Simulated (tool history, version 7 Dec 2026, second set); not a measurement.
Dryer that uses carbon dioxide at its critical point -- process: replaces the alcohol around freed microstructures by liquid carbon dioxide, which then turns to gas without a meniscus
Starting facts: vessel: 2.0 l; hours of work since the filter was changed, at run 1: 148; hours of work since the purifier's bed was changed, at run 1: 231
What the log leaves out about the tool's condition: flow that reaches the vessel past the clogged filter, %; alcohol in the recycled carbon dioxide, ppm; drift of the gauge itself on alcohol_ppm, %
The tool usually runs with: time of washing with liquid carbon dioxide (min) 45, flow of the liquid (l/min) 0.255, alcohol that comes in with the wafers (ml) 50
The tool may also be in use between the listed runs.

run	hour	time of washing with liquid carbon dioxide (min)	flow of the liquid (l/min)	alcohol that comes in with the wafers (ml)	hours of work since the filter was changed	hours of work since the purifier's bed was changed	alcohol left in the vessel before it's heated (ppm by volume)
1	0	45	0.255	50	148	231	234
2	32.7	45	0.255	50	164	247	258
3	51.2	45	0.176	50	173	256	972
4	71.6	45	0.176	50	183	266	973
5	94.5	45	0.176	50	195	277	971
6	123.6	45	0.255	50	209	292	257
7	146.9	45	0.255	50	221	303	271
8	173.6	45	0.255	98	234	316	490
9	189.1	45	0.255	98	241	324	509
10	218.4	28	0.255	50	256	339	1415
11	247.8	57	0.412	70	270	353	31
12	262.2	57	0.412	70	278	360	32
13	292.3	39	0.412	53	292	375	80
# hour 306.7: inlet filter changed
14	323	61	0.174	46	8	390	288
15	344.6	46	0.375	39	19	400	44
16	368.4	46	0.31	43	30	412	87
17	396.7	46	0.31	43	44	426	80
18	418.2	46	0.31	43	55	437	89
19	447.8	62	0.161	43	70	451	340

Consider 5 possible next runs. They are alternatives, not a sequence: every one starts from the tool as it was left by run 19. What does each give?
A	464.6	45	0.242	113	78	460	?
B	464.6	45	0.255	62	78	460	?
C	464.6	45	0.322	50	78	460	?
D	464.6	28	0.187	37	78	460	?
E	464.6	62	0.161	68	78	460	?

run	alcohol left in the vessel before it's heated (ppm by volume)
A	624
B	290
C	94
D	2018
E	534
Had the tool no hidden state, the same runs would have come out as:
run	alcohol left in the vessel before it's heated (ppm by volume)
A	555
B	242
C	59
D	1925
E	473
